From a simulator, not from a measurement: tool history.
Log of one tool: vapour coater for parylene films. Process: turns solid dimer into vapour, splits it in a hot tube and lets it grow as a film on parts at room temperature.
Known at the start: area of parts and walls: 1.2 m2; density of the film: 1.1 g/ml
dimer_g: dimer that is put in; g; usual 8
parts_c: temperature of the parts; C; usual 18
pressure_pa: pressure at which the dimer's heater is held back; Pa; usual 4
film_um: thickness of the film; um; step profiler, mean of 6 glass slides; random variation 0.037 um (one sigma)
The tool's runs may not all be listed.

run     day  dimer_g  parts_c  pressure_pa  film_um
  1       0        8       18            4     3.52
  2   1.388        8       28            4     2.93
  3    2.95        3       28            4     1.09
      4.396  -- trap's valve overhauled
  4   4.642        3       28            4     1.05
  5   5.917        8       18         4.86     3.24
  6   8.025        8       18         9.29     3.03
  7   9.462        8       18            4     3.13
  8  11.308        8       18            4     3.13
  9  14.183        8       18         2.77     3.15
 10  17.071        8       20         2.49     2.95
     19.104  -- trap's valve overhauled, once more
 11  19.425       12       26            4     5.01
 12  21.917        6       18            4     2.85
 13  24.375        6       18        11.75     2.68
 14  27.308       13       16         3.71     6.13
 15  29.604        8       18            4     3.52
 16  30.917        8       18         5.28     3.53

Forecast each of these 3 alternatives for the next run:
  A  32.633        5       27            4        ?
  B  32.633        8       15            4        ?
  C  32.633        9       24         10.5        ?

run  film_um
  A     1.82
  B     3.59
  C     3.26
Without the tool's hidden state the same runs would have given:
run  film_um
  A     2.04
  B     4.02
  C     3.65
